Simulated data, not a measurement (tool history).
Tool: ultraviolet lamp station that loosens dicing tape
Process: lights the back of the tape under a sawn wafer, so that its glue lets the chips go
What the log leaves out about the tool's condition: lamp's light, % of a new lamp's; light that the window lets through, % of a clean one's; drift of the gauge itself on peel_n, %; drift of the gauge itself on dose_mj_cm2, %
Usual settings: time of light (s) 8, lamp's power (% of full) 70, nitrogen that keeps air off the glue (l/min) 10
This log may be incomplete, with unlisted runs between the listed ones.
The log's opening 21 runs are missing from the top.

run,hour,time of light (s),lamp's power (% of full),nitrogen that keeps air off the glue (l/min),hours of work of the lamp,hours of work since the window was cleaned,force that peels the tape off (N),light that reached the tape (mJ/cm2)
22,1001.9,8,70,10,1074,49,0.891,360
23,1041.0,8,70,10,1093,69,0.836,365
24,1107.0,8,70,10,1127,102,0.841,361
25,1155.5,8,72,7,1151,127,1.005,371
26,1190.6,10,92,6,1169,145,0.479,597
27,1251.3,10,92,7,1200,175,0.443,597
28,1294.9,10,92,7,1222,197,0.416,599
29,1345.6,4,77,9,1248,223,1.910,199
30,1404.1,7,69,9,1277,253,1.171,313
31,1446.5,8,66,3,1299,274,1.794,336
32,1491.0,4,82,10,1321,297,1.776,211

For run 33, what comes out?
33,1539.8,13,99,9,1346,322,?,?

{"run 33": {"force that peels the tape off (N)": 0.212, "light that reached the tape (mJ/cm2)": 825}}
Were there no unlogged condition in the tool, this run, its random variation unchanged, would have produced force that peels the tape off (N) 0.212, light that reached the tape (mJ/cm2) 826.
